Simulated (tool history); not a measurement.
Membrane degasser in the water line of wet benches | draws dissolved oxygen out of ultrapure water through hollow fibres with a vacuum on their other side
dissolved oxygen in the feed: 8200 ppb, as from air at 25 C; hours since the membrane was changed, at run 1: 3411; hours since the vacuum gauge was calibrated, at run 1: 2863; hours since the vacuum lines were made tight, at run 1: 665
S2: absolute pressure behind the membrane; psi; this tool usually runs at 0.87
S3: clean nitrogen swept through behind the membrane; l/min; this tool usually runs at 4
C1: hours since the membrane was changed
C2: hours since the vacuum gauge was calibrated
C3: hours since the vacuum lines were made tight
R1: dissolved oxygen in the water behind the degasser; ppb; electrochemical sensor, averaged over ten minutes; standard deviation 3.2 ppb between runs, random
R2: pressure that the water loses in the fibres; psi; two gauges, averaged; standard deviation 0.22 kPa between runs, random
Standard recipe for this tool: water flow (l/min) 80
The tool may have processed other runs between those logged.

{"run": 1, "hour": 0.0, "water flow (l/min)": 80, "S2": 0.87, "S3": 4, "C1": 3411, "C2": 2863, "C3": 665, "R1": 353.7, "R2": 8.367}
{"run": 2, "hour": 286.0, "water flow (l/min)": 80, "S2": 0.87, "S3": 4, "C1": 3697, "C2": 3149, "C3": 951, "R1": 358.3, "R2": 8.38}
{"hour": 495.8, "done": "vacuum gauge calibrated"}
{"run": 3, "hour": 623.5, "water flow (l/min)": 80, "S2": 0.87, "S3": 7.89, "C1": 4034, "C2": 128, "C3": 1288, "R1": 303.7, "R2": 8.377}
{"run": 4, "hour": 827.4, "water flow (l/min)": 80, "S2": 0.87, "S3": 7.89, "C1": 4238, "C2": 332, "C3": 1492, "R1": 307.7, "R2": 8.39}
{"run": 5, "hour": 1153.0, "water flow (l/min)": 76, "S2": 0.87, "S3": 4, "C1": 4563, "C2": 657, "C3": 1817, "R1": 351.1, "R2": 8.061}
{"run": 6, "hour": 1311.9, "water flow (l/min)": 76, "S2": 0.87, "S3": 4, "C1": 4722, "C2": 816, "C3": 1976, "R1": 356.4, "R2": 8.095}

Run 7 is up next; what results do you expect?
{"hour": 1627.3, "done": "vacuum gauge calibrated, once more"}
{"run": 7, "hour": 1654.2, "water flow (l/min)": 113, "S2": 0.908, "S3": 7.51, "C1": 5064, "C2": 27, "C3": 2318, "R1": "?", "R2": "?"}

Run 7 came out at R1 485.3 ppb, R2 12.006 psi.
Minus the tool's unlogged condition, the same run would have read R1 423 ppb, R2 11.346 psi.
